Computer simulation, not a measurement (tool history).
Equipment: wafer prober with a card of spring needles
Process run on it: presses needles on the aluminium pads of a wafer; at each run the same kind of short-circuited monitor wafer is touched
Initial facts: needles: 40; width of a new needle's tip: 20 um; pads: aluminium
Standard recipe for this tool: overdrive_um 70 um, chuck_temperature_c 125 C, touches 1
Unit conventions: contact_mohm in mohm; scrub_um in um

Run 1, hour 0.0: usual settings. Result: contact_mohm 221 mohm, scrub_um 10.56 um.
At hour 6.4: tips cleaned on abrasive film.
At hour 25.7: tips cleaned on abrasive film.
Run 2, hour 36.9: usual settings. Result: contact_mohm 224 mohm, scrub_um 10.48 um.
At hour 44.5: tips cleaned on abrasive film.
At hour 63.1: tips cleaned on abrasive film.
Run 3, hour 64.8: usual settings. Result: contact_mohm 193 mohm, scrub_um 10.51 um.
At hour 81.4: tips cleaned on abrasive film.
At hour 81.7: height of the first contact set anew.
At hour 101.5: tips cleaned on abrasive film.
Run 4, hour 115.4: usual settings. Result: contact_mohm 232 mohm, scrub_um 10.62 um.
At hour 119.1: tips cleaned on abrasive film.
At hour 136.8: tips cleaned on abrasive film.
At hour 153.8: tips cleaned on abrasive film.
Run 5, hour 153.8: usual settings. Result: contact_mohm 185 mohm, scrub_um 10.61 um.
At hour 170.7: tips cleaned on abrasive film.
At hour 189.0: tips cleaned on abrasive film.
At hour 207.1: tips cleaned on abrasive film.
Run 6, hour 214.6: usual settings. Result: contact_mohm 217 mohm, scrub_um 10.63 um.
At hour 227.2: tips cleaned on abrasive film.
At hour 244.4: tips cleaned on abrasive film.
Run 7, hour 248.2: usual settings. Result: contact_mohm 206 mohm, scrub_um 10.60 um.
At hour 263.6: tips cleaned on abrasive film.
At hour 278.1: tips cleaned on abrasive film, once more.
Run 8, hour 290.5: usual settings. Result: contact_mohm 226 mohm, scrub_um 10.56 um.
At hour 297.1: tips cleaned on abrasive film.
At hour 313.9: tips cleaned on abrasive film.
At hour 333.6: tips cleaned on abrasive film.
Run 9, hour 341.3: usual settings. Result: contact_mohm 222 mohm, scrub_um 10.58 um.
At hour 352.3: tips cleaned on abrasive film.
At hour 371.9: tips cleaned on abrasive film.
At hour 372.2: height of the first contact set anew.
At hour 389.0: tips cleaned on abrasive film.
Run 10, hour 403.2: usual settings but overdrive_um 66 um. Result: contact_mohm 237 mohm, scrub_um 10.03 um.
At hour 407.5: tips cleaned on abrasive film.
At hour 427.5: tips cleaned on abrasive film.
At hour 445.9: tips cleaned on abrasive film.
Run 11, hour 451.4: usual settings but overdrive_um 66 um. Result: contact_mohm 217 mohm, scrub_um 10.02 um.
At hour 465.6: tips cleaned on abrasive film.
At hour 485.2: tips cleaned on abrasive film.
At hour 503.0: tips cleaned on abrasive film.
Run 12, hour 503.5: usual settings but overdrive_um 66 um. Result: contact_mohm 190 mohm, scrub_um 10.00 um.
At hour 522.3: tips cleaned on abrasive film.
At hour 541.4: tips cleaned on abrasive film.
Run 13, hour 551.1: usual settings but chuck_temperature_c 51 C. Result: contact_mohm 216 mohm, scrub_um 10.53 um.
At hour 558.3: tips cleaned on abrasive film.
At hour 578.3: tips cleaned on abrasive film.
Run 14, hour 594.7: usual settings but chuck_temperature_c 51 C. Result: contact_mohm 228 mohm, scrub_um 10.57 um.
At hour 598.9: tips cleaned on abrasive film.
At hour 617.8: tips cleaned on abrasive film.
Run 15, hour 627.1: usual settings but chuck_temperature_c 51 C. Result: contact_mohm 220 mohm, scrub_um 10.51 um.
At hour 638.0: tips cleaned on abrasive film.
At hour 655.4: tips cleaned on abrasive film.
Run 16, hour 655.4: usual settings but chuck_temperature_c 69 C, touches 3. Result: contact_mohm 174 mohm, scrub_um 10.52 um.
At hour 663.5: height of the first contact set anew.
At hour 675.2: tips cleaned on abrasive film.
At hour 692.6: tips cleaned on abrasive film.
Run 17, hour 706.1: usual settings but chuck_temperature_c 69 C, touches 3. Result: contact_mohm 192 mohm, scrub_um 10.58 um.
At hour 710.3: tips cleaned on abrasive film.
At hour 728.7: tips cleaned on abrasive film.
At hour 746.1: tips cleaned on abrasive film.
At hour 764.6: tips cleaned on abrasive film.
Run 18, hour 769.9: usual settings but overdrive_um 80 um, chuck_temperature_c 28 C. Result: contact_mohm 191 mohm, scrub_um 12.11 um.
At hour 782.4: tips cleaned on abrasive film.
At hour 801.3: tips cleaned on abrasive film.
Run 19, hour 808.0: usual settings but overdrive_um 57 um, chuck_temperature_c 80 C. Result: contact_mohm 227 mohm, scrub_um 8.59 um.
At hour 821.8: tips cleaned on abrasive film.
At hour 840.2: tips cleaned on abrasive film.
Run 20, hour 855.8: usual settings but overdrive_um 57 um, chuck_temperature_c 80 C. Result: contact_mohm 257 mohm, scrub_um 8.58 um.
At hour 858.6: tips cleaned on abrasive film.
At hour 878.1: tips cleaned on abrasive film.
Run 21, hour 890.6: usual settings but overdrive_um 58 um, chuck_temperature_c 80 C. Result: contact_mohm 243 mohm, scrub_um 8.74 um.
At hour 898.6: tips cleaned on abrasive film.
At hour 918.6: tips cleaned on abrasive film.
Run 22, hour 918.6: usual settings but overdrive_um 58 um, chuck_temperature_c 80 C. Result: contact_mohm 180 mohm, scrub_um 8.71 um.
At hour 939.2: tips cleaned on abrasive film.
At hour 954.7: height of the first contact set anew.
At hour 959.0: tips cleaned on abrasive film.
Run 23, hour 966.6: usual settings but overdrive_um 86 um, chuck_temperature_c 38 C, touches 2. Result: contact_mohm 184 mohm, scrub_um 13.09 um.
At hour 978.6: tips cleaned on abrasive film.
At hour 997.9: tips cleaned on abrasive film.
Run 24, hour 1000.8: usual settings but overdrive_um 86 um, chuck_temperature_c 38 C, touches 2. Result: contact_mohm 171 mohm, scrub_um 13.05 um.
At hour 1017.0: tips cleaned on abrasive film.
At hour 1035.4: tips cleaned on abrasive film.
At hour 1055.7: tips cleaned on abrasive film.
Run 25, hour 1065.5: usual settings but overdrive_um 78 um, chuck_temperature_c 74 C, touches 2. Result: contact_mohm 196 mohm, scrub_um 11.84 um.
At hour 1073.4: tips cleaned on abrasive film.
At hour 1090.9: tips cleaned on abrasive film.
At hour 1109.6: tips cleaned on abrasive film.
Run 26, hour 1120.2: usual settings but overdrive_um 72 um, chuck_temperature_c 48 C. Result: contact_mohm 214 mohm, scrub_um 10.86 um.
At hour 1128.6: tips cleaned on abrasive film.
At hour 1147.7: tips cleaned on abrasive film.
Run 27, hour 1161.8: usual settings but overdrive_um 66 um, chuck_temperature_c 124 C. Result: contact_mohm 237 mohm, scrub_um 9.94 um.

A few steps of contact_mohm between consecutive runs. Split each: what settings, incoming material and random variation would produce without the hidden state, and what is left over for the hidden state, along with gauge scatter present in only one of the two compared results (measured, and without hidden state):
What the log doesn't record here: debris on the tips, nm; way that the needles fall short of the set height, um; tips' diameter, um; drift of the gauge itself on contact_mohm, %; drift of the gauge itself on scrub_um, %.
Run 4 -> 5: tips cleaned on abrasive film, tips cleaned on abrasive film, tips cleaned on abrasive film. contact_mohm -47 mohm: hidden state -46, all else -1.
Run 15 -> 16: chuck_temperature_c 51 -> 69, touches 1 -> 3, tips cleaned on abrasive film, tips cleaned on abrasive film. contact_mohm -46 mohm: hidden state -48, all else +2.
Run 21 -> 22: tips cleaned on abrasive film, tips cleaned on abrasive film. contact_mohm -63 mohm: hidden state -62, all else -1.
